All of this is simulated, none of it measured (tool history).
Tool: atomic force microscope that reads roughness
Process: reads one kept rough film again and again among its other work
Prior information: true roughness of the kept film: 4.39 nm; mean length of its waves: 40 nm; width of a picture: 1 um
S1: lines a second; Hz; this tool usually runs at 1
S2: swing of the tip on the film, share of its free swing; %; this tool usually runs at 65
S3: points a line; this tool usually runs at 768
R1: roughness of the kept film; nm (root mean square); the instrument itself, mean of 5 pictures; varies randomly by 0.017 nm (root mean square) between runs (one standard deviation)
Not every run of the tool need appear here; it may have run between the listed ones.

run     day    S1  S2    S3     R1
  1       0     1  65   768  3.894
  2   0.262     1  65   768  3.849
  3   0.462     1  65   283  3.827
  4   0.675     1  65   283  3.816
  5   0.979     1  65   283  3.784
  6   1.404     1  65   283  3.826
  7   1.846     1  65   283  3.802
  8   2.121     1  65   768    3.8
  9   2.433     1  83   768  3.646
 10   2.825     1  83   768  3.587
 11   3.029   1.4  83   768    3.5
 12   3.346   1.4  83   768  3.481
 13   3.796   1.4  83   570  3.495
 14   4.233   1.4  83   570  3.466
 15   4.579     1  65   768  3.795
 16   4.917     1  65   768  3.781
 17   5.208  0.86  65   994  3.768
 18   5.654  0.86  59   632  3.806
 19   6.062  0.86  62  1012   3.75
 20   6.429     1  65   480  3.733
      6.508  -- height scale calibrated on a step standard
 21    6.75     1  67   480  3.714
       7.05  -- new tip fitted
 22   7.188     1  63   480  4.023
      7.258  -- height scale calibrated on a step standard, once more
 23   7.583   0.7  79   273  3.919
 24   7.908  2.89  61   768  3.844
 25   8.092  1.29  90   309  3.571
 26   8.525  0.82  57   290  4.032
 27   8.771  0.82  57   290  4.043
 28   9.217     1  76   489  3.876
 29   9.521     1  68   317   3.91
 30   9.775  0.64  58   317  3.999
 31  10.067  0.64  58   317  4.019

Selected run-to-run steps in R1, each split into two signed amounts: the part the tool would show with no hidden state at all (from settings, incoming material and random variation), and the remainder, which goes to the hidden state together with any gauge scatter not common to the measured and the hidden-state-free results:
Hidden state at play: radius of the tip, nm; height scale over the true one, %; drift of the gauge itself on roughness_nm, %.
Run 14 -> 15: S1 1.4 -> 1, S2 83 -> 65, S3 570 -> 768. R1 +0.329 nm (root mean square): hidden state -0.031, all else +0.36.
Run 21 -> 22: S2 67 -> 63, new tip fitted. R1 +0.309 nm (root mean square): hidden state +0.291, all else +0.018.
Run 25 -> 26: S1 1.29 -> 0.82, S2 90 -> 57, S3 309 -> 290. R1 +0.461 nm (root mean square): hidden state -0.012, all else +0.473.
